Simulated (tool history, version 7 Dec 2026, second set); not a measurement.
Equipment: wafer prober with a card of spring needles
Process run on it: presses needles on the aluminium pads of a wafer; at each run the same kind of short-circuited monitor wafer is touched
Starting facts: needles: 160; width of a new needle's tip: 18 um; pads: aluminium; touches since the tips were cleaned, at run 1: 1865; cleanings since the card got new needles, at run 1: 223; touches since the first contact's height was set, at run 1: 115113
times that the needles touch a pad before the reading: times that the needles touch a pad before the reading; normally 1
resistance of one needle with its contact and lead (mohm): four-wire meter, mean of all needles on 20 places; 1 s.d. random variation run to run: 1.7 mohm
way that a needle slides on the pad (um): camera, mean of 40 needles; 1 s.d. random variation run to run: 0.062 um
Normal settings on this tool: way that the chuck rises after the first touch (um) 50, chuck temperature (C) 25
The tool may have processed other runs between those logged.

run	hour	way that the chuck rises after the first touch (um)	chuck temperature (C)	times that the needles touch a pad before the reading	touches since the tips were cleaned	cleanings since the card got new needles	touches since the first contact's height was set	resistance of one needle with its contact and lead (mohm)	way that a needle slides on the pad (um)
1	0	50	25	1	1865	223	115113	164	7.03
# hour 0.8: tips cleaned on abrasive film
# hour 4.4: tips cleaned on abrasive film
# hour 8: tips cleaned on abrasive film
# hour 10.8: tips cleaned on abrasive film
# hour 14.4: tips cleaned on abrasive film
# hour 18: tips cleaned on abrasive film
# hour 21.6: tips cleaned on abrasive film
2	22.8	50	25	1	813	230	130201	165	7.1
# hour 25: tips cleaned on abrasive film
# hour 28.5: tips cleaned on abrasive film
# hour 32.1: tips cleaned on abrasive film
# hour 35.7: tips cleaned on abrasive film
# hour 39.3: tips cleaned on abrasive film
# hour 42.9: tips cleaned on abrasive film
# hour 46.4: tips cleaned on abrasive film
# hour 49.3: tips cleaned on abrasive film
# hour 52.9: tips cleaned on abrasive film
# hour 56.5: tips cleaned on abrasive film
# hour 60.1: tips cleaned on abrasive film
3	61.8	50	25	1	1163	241	156108	165	7.22
# hour 63.3: tips cleaned on abrasive film
# hour 66.1: tips cleaned on abrasive film
# hour 69.7: tips cleaned on abrasive film
# hour 72.6: tips cleaned on abrasive film
# hour 76.2: tips cleaned on abrasive film
# hour 79.8: tips cleaned on abrasive film
# hour 83.4: tips cleaned on abrasive film
# hour 86.2: tips cleaned on abrasive film
# hour 89.8: tips cleaned on abrasive film
# hour 93.4: tips cleaned on abrasive film
4	95.2	50	25	1	1206	251	178248	165	7.13
# hour 96.7: tips cleaned on abrasive film
# hour 99.5: tips cleaned on abrasive film
# hour 103.1: tips cleaned on abrasive film
# hour 106.7: tips cleaned on abrasive film
# hour 110.3: tips cleaned on abrasive film
# hour 113.9: tips cleaned on abrasive film
# hour 117.4: tips cleaned on abrasive film
# hour 121: tips cleaned on abrasive film
# hour 123.4: height of the first contact set anew
# hour 124.9: tips cleaned on abrasive film
5	126.4	50	25	1	1037	260	1989	165	7.12
# hour 127.9: tips cleaned on abrasive film
# hour 131.5: tips cleaned on abrasive film
# hour 135.1: tips cleaned on abrasive film
# hour 138.7: tips cleaned on abrasive film
# hour 142.2: tips cleaned on abrasive film
# hour 145.8: tips cleaned on abrasive film
# hour 149.4: tips cleaned on abrasive film
# hour 153: tips cleaned on abrasive film
# hour 156.6: tips cleaned on abrasive film
6	157.8	50	25	1	830	269	22803	163	7.12
# hour 160: tips cleaned on abrasive film
# hour 163.5: tips cleaned on abrasive film
# hour 167.1: tips cleaned on abrasive film
# hour 170.7: tips cleaned on abrasive film
# hour 173.6: tips cleaned on abrasive film
# hour 177.2: tips cleaned on abrasive film
# hour 180.7: tips cleaned on abrasive film
# hour 184.3: tips cleaned on abrasive film
# hour 187.9: tips cleaned on abrasive film
# hour 191.5: tips cleaned on abrasive film
# hour 195.1: tips cleaned on abrasive film
7	195.3	50	25	3	130	280	47676	167	7.18
# hour 198.1: tips cleaned on abrasive film
# hour 201.7: tips cleaned on abrasive film
# hour 204.6: tips cleaned on abrasive film
# hour 208.2: tips cleaned on abrasive film
# hour 211.1: tips cleaned on abrasive film
# hour 214.7: tips cleaned on abrasive film
# hour 218.1: tips cleaned on abrasive film
8	218.1	50	25	3	0	287	62787	164	7.14
# hour 221.6: tips cleaned on abrasive film
# hour 225.2: tips cleaned on abrasive film
# hour 228.1: tips cleaned on abrasive film
# hour 231.7: tips cleaned on abrasive film
# hour 235.3: tips cleaned on abrasive film
# hour 238.9: tips cleaned on abrasive film
# hour 242.4: tips cleaned on abrasive film
# hour 246: tips cleaned on abrasive film
# hour 249.6: tips cleaned on abrasive film
# hour 253.2: tips cleaned on abrasive film
# hour 256.1: tips cleaned on abrasive film
# hour 259.6: tips cleaned on abrasive film
9	261	50	25	3	907	299	91292	165	7.06
# hour 263.2: tips cleaned on abrasive film
# hour 266.7: tips cleaned on abrasive film
# hour 270.3: tips cleaned on abrasive film
# hour 273.9: tips cleaned on abrasive film
# hour 276.8: tips cleaned on abrasive film
# hour 280.4: tips cleaned on abrasive film
# hour 283.2: tips cleaned on abrasive film
# hour 286.8: tips cleaned on abrasive film
# hour 289.7: tips cleaned on abrasive film
# hour 293.3: tips cleaned on abrasive film
# hour 296.2: tips cleaned on abrasive film
10	296.3	50	25	3	54	310	114663	167	7.06
# hour 299.1: tips cleaned on abrasive film
# hour 302: tips cleaned on abrasive film
# hour 305.6: tips cleaned on abrasive film
# hour 309.2: tips cleaned on abrasive film
# hour 312.8: tips cleaned on abrasive film
# hour 316.3: tips cleaned on abrasive film
# hour 319.9: tips cleaned on abrasive film
# hour 323.5: tips cleaned on abrasive film
# hour 327.1: tips cleaned on abrasive film
# hour 330.7: tips cleaned on abrasive film
# hour 334.3: tips cleaned on abrasive film
11	335.5	50	25	1	849	321	140733	164	7.04
# hour 337.7: tips cleaned on abrasive film
# hour 340.6: tips cleaned on abrasive film
# hour 344.1: tips cleaned on abrasive film
# hour 347.7: tips cleaned on abrasive film
# hour 350.6: tips cleaned on abrasive film
# hour 353.5: tips cleaned on abrasive film
# hour 357.1: tips cleaned on abrasive film
# hour 360: tips cleaned on abrasive film
# hour 363.5: tips cleaned on abrasive film
12	365.9	40	46	2	1601	330	160892	173	5.73
# hour 366.7: tips cleaned on abrasive film
# hour 370.3: tips cleaned on abrasive film
# hour 373.8: tips cleaned on abrasive film
# hour 376.7: tips cleaned on abrasive film
# hour 380.3: tips cleaned on abrasive film
# hour 383.2: tips cleaned on abrasive film
# hour 386.8: tips cleaned on abrasive film
# hour 390.4: tips cleaned on abrasive film
# hour 393.2: tips cleaned on abrasive film
# hour 396.8: tips cleaned on abrasive film
# hour 399.7: tips cleaned on abrasive film
# hour 403.3: tips cleaned on abrasive film
13	404.1	40	46	2	529	342	186162	172	5.67
# hour 406.2: tips cleaned on abrasive film
# hour 409.1: tips cleaned on abrasive film
# hour 412.7: tips cleaned on abrasive film
# hour 415.6: tips cleaned on abrasive film
# hour 419.2: tips cleaned on abrasive film
# hour 420.9: height of the first contact set anew
# hour 423.1: tips cleaned on abrasive film
# hour 425.9: tips cleaned on abrasive film
# hour 429.5: tips cleaned on abrasive film
# hour 433.1: tips cleaned on abrasive film
# hour 436: tips cleaned on abrasive film
# hour 439.6: tips cleaned on abrasive film
14	440.4	50	37	1	582	353	12953	168	7.16
# hour 442.6: tips cleaned on abrasive film
# hour 445.5: tips cleaned on abrasive film
# hour 449.1: tips cleaned on abrasive film
# hour 452.7: tips cleaned on abrasive film
# hour 456.2: tips cleaned on abrasive film
# hour 459.8: tips cleaned on abrasive film
# hour 462.7: tips cleaned on abrasive film
# hour 466.3: tips cleaned on abrasive film
# hour 469.2: tips cleaned on abrasive film
# hour 472: tips cleaned on abrasive film
# hour 475.1: tips cleaned on abrasive film
15	475.1	50	37	1	0	364	35873	164	7.07
# hour 477.9: tips cleaned on abrasive film
# hour 481.5: tips cleaned on abrasive film
# hour 485.1: tips cleaned on abrasive film
# hour 488: tips cleaned on abrasive film
# hour 491.6: tips cleaned on abrasive film
# hour 495.1: tips cleaned on abrasive film
# hour 498.7: tips cleaned on abrasive film
16	498.9	50	37	1	87	371	51663	165	7.13
# hour 501.7: tips cleaned on abrasive film
# hour 505.3: tips cleaned on abrasive film
# hour 508.9: tips cleaned on abrasive film
# hour 512.5: tips cleaned on abrasive film
# hour 515.4: tips cleaned on abrasive film
# hour 518.9: tips cleaned on abrasive film
# hour 522.5: tips cleaned on abrasive film
# hour 525.4: tips cleaned on abrasive film
# hour 529: tips cleaned on abrasive film
# hour 532.6: tips cleaned on abrasive film
17	534.6	61	51	1	1402	381	75428	166	8.83
# hour 536.1: tips cleaned on abrasive film
# hour 539.7: tips cleaned on abrasive film
# hour 543.3: tips cleaned on abrasive film
# hour 546.2: tips cleaned on abrasive film
# hour 549.7: tips cleaned on abrasive film
# hour 553.3: tips cleaned on abrasive film
18	554.2	47	25	1	623	387	88422	165	6.64
# hour 556.4: tips cleaned on abrasive film
# hour 560: tips cleaned on abrasive film
# hour 563.6: tips cleaned on abrasive film
# hour 567.2: tips cleaned on abrasive film
# hour 570: tips cleaned on abrasive film
# hour 573.6: tips cleaned on abrasive film
# hour 577.2: tips cleaned on abrasive film
# hour 580.8: tips cleaned on abrasive film
# hour 583.7: tips cleaned on abrasive film
# hour 587.2: tips cleaned on abrasive film
19	589.7	31	27	2	1684	397	111994	175	4.37

Here are 3 independent what-if runs from the current tool condition. What would each one return?
# hour 590.5: tips cleaned on abrasive film
# hour 593.4: tips cleaned on abrasive film
# hour 597: tips cleaned on abrasive film
# hour 600.6: tips cleaned on abrasive film
# hour 604.1: tips cleaned on abrasive film
# hour 607: tips cleaned on abrasive film
# hour 610.6: tips cleaned on abrasive film
# hour 614.2: tips cleaned on abrasive film
# hour 626.2: card fitted with new needles
# hour 629.8: tips cleaned on abrasive film
# hour 633.3: tips cleaned on abrasive film
# hour 636.9: tips cleaned on abrasive film
# hour 640.5: tips cleaned on abrasive film
A	640.7	67	36	1	145	4	9662	?	?
# hour 590.5: tips cleaned on abrasive film
# hour 593.4: tips cleaned on abrasive film
# hour 597: tips cleaned on abrasive film
# hour 600.6: tips cleaned on abrasive film
# hour 604.1: tips cleaned on abrasive film
# hour 607: tips cleaned on abrasive film
# hour 610.6: tips cleaned on abrasive film
# hour 614.2: tips cleaned on abrasive film
# hour 626.2: card fitted with new needles
# hour 629.8: tips cleaned on abrasive film
# hour 633.3: tips cleaned on abrasive film
# hour 636.9: tips cleaned on abrasive film
# hour 640.5: tips cleaned on abrasive film
B	640.7	50	107	1	145	4	9662	?	?
# hour 590.5: tips cleaned on abrasive film
# hour 593.4: tips cleaned on abrasive film
# hour 597: tips cleaned on abrasive film
# hour 600.6: tips cleaned on abrasive film
# hour 604.1: tips cleaned on abrasive film
# hour 607: tips cleaned on abrasive film
# hour 610.6: tips cleaned on abrasive film
# hour 614.2: tips cleaned on abrasive film
# hour 626.2: card fitted with new needles
# hour 629.8: tips cleaned on abrasive film
# hour 633.3: tips cleaned on abrasive film
# hour 636.9: tips cleaned on abrasive film
# hour 640.5: tips cleaned on abrasive film
C	640.7	36	32	2	145	4	9662	?	?

run	resistance of one needle with its contact and lead (mohm)	way that a needle slides on the pad (um)
A	162	9.55
B	183	7.22
C	171	5.1
With the hidden condition removed and each run's random variation left untouched, the same runs would have given:
run	resistance of one needle with its contact and lead (mohm)	way that a needle slides on the pad (um)
A	162	9.55
B	183	7.22
C	171	5.1

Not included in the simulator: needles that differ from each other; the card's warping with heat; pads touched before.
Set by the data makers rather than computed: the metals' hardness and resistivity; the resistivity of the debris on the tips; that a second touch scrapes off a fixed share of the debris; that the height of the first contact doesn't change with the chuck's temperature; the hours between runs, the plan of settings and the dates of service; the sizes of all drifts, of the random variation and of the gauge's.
